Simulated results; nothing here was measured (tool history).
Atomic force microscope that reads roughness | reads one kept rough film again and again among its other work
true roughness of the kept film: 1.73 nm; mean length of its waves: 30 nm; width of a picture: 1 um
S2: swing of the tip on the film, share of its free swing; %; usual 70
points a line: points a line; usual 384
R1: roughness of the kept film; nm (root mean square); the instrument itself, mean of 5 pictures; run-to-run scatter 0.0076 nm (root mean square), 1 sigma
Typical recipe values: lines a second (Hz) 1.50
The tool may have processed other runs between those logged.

run 1 day=0.000 | lines_a_second_(Hz)=1.50 S2=70 points_a_line=384 | R1=1.596
run 2 day=0.379 | lines_a_second_(Hz)=1.50 S2=70 points_a_line=384 | R1=1.612
run 3 day=0.617 | lines_a_second_(Hz)=1.50 S2=70 points_a_line=384 | R1=1.606
run 4 day=0.996 | lines_a_second_(Hz)=1.50 S2=70 points_a_line=384 | R1=1.611
run 5 day=1.417 | lines_a_second_(Hz)=1.50 S2=70 points_a_line=384 | R1=1.613
run 6 day=1.667 | lines_a_second_(Hz)=1.50 S2=70 points_a_line=384 | R1=1.607
run 7 day=2.021 | lines_a_second_(Hz)=1.50 S2=70 points_a_line=384 | R1=1.614
run 8 day=2.446 | lines_a_second_(Hz)=1.50 S2=70 points_a_line=384 | R1=1.598
run 9 day=2.742 | lines_a_second_(Hz)=2.77 S2=70 points_a_line=384 | R1=1.573
run 10 day=3.067 | lines_a_second_(Hz)=2.77 S2=70 points_a_line=384 | R1=1.573
-- day=3.158 new tip fitted
run 11 day=3.279 | lines_a_second_(Hz)=2.77 S2=70 points_a_line=384 | R1=1.579
run 12 day=3.683 | lines_a_second_(Hz)=2.77 S2=70 points_a_line=384 | R1=1.565
run 13 day=3.867 | lines_a_second_(Hz)=0.78 S2=67 points_a_line=533 | R1=1.640
run 14 day=4.079 | lines_a_second_(Hz)=1.50 S2=59 points_a_line=384 | R1=1.634
run 15 day=4.338 | lines_a_second_(Hz)=1.50 S2=59 points_a_line=384 | R1=1.631
run 16 day=4.525 | lines_a_second_(Hz)=2.75 S2=59 points_a_line=429 | R1=1.607
run 17 day=4.842 | lines_a_second_(Hz)=0.82 S2=87 points_a_line=463 | R1=1.606
run 18 day=5.183 | lines_a_second_(Hz)=1.71 S2=70 points_a_line=291 | R1=1.589
run 19 day=5.571 | lines_a_second_(Hz)=1.78 S2=67 points_a_line=291 | R1=1.591
run 20 day=5.829 | lines_a_second_(Hz)=0.64 S2=58 points_a_line=291 | R1=1.646
run 21 day=6.204 | lines_a_second_(Hz)=0.72 S2=62 points_a_line=307 | R1=1.631
run 22 day=6.446 | lines_a_second_(Hz)=0.95 S2=66 points_a_line=276 | R1=1.611

For run 23, what comes out?
run 23 day=6.817 | lines_a_second_(Hz)=1.34 S2=59 points_a_line=279 | R1=?

{"run 23": {"R1": 1.628}}
With no hidden state in the tool, this same run would have given R1 1.630 nm (root mean square).
